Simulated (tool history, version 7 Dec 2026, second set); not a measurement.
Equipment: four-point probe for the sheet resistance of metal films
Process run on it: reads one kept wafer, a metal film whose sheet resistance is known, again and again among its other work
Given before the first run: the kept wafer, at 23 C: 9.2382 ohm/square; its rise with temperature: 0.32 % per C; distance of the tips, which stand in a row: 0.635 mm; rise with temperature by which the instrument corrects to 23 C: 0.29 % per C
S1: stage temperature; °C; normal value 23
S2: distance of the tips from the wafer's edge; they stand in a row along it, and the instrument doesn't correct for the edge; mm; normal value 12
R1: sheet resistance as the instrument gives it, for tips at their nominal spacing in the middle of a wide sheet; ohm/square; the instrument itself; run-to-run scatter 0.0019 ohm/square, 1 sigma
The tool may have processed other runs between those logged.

run 1 hour=0 | S1=23 S2=12 | R1=9.260469
run 2 hour=95 | S1=23 S2=12 | R1=9.255027
run 3 hour=157.4 | S1=23 S2=12 | R1=9.252902
run 4 hour=265.2 | S1=23 S2=12 | R1=9.244411
run 5 hour=328.2 | S1=23 S2=12 | R1=9.245658
run 6 hour=372.5 | S1=21 S2=12 | R1=9.23338
run 7 hour=465 | S1=21 S2=4 | R1=9.342303
run 8 hour=560.5 | S1=21 S2=4 | R1=9.336962
run 9 hour=622.4 | S1=21 S2=4 | R1=9.329965
run 10 hour=719.1 | S1=21 S2=4 | R1=9.329473
run 11 hour=811.9 | S1=21 S2=4 | R1=9.326727
run 12 hour=855.1 | S1=21 S2=4 | R1=9.320172
run 13 hour=920.2 | S1=23 S2=12 | R1=9.217299
run 14 hour=1019.7 | S1=23 S2=12 | R1=9.213163
run 15 hour=1106.5 | S1=23 S2=12 | R1=9.209015
run 16 hour=1201.7 | S1=23 S2=12 | R1=9.198144
run 17 hour=1306.7 | S1=23 S2=18 | R1=9.19334
run 18 hour=1410 | S1=23 S2=44 | R1=9.176529
run 19 hour=1474.5 | S1=21 S2=44 | R1=9.166067
run 20 hour=1577.4 | S1=21 S2=44 | R1=9.163854
run 21 hour=1663.4 | S1=21 S2=44 | R1=9.159078
run 22 hour=1729.9 | S1=33 S2=68 | R1=9.189241
run 23 hour=1815.3 | S1=28 S2=50 | R1=9.169152
run 24 hour=1916.8 | S1=19 S2=6 | R1=9.196012
run 25 hour=2022.3 | S1=27 S2=29 | R1=9.159768
run 26 hour=2128.3 | S1=26 S2=11 | R1=9.162747
-- hour=2138.3 stage's thermometer calibrated
-- hour=2158.9 new probe head fitted
run 27 hour=2227 | S1=25 S2=17 | R1=9.312939
run 28 hour=2330.2 | S1=33 S2=25 | R1=9.321304
run 29 hour=2401.4 | S1=25 S2=12 | R1=9.305314
run 30 hour=2468.8 | S1=23 S2=20 | R1=9.289749
run 31 hour=2555.1 | S1=33 S2=52 | R1=9.310031
run 32 hour=2607.4 | S1=26 S2=12 | R1=9.297933
-- hour=2641.5 stage's thermometer calibrated, once more
run 33 hour=2665.3 | S1=30 S2=4 | R1=9.400006
run 34 hour=2728.5 | S1=34 S2=54 | R1=9.285854
run 35 hour=2783.7 | S1=25 S2=9 | R1=9.283821
run 36 hour=2869.4 | S1=25 S2=9 | R1=9.278339
run 37 hour=2921 | S1=25 S2=12 | R1=9.269843
run 38 hour=3012.5 | S1=22 S2=3 | R1=9.457091

What will run 39 give?
run 39 hour=3088.5 | S1=20 S2=3 | R1=?

R1: 9.448279 ohm/square
With no hidden state in the tool, this same run would have given R1 9.446891 ohm/square.

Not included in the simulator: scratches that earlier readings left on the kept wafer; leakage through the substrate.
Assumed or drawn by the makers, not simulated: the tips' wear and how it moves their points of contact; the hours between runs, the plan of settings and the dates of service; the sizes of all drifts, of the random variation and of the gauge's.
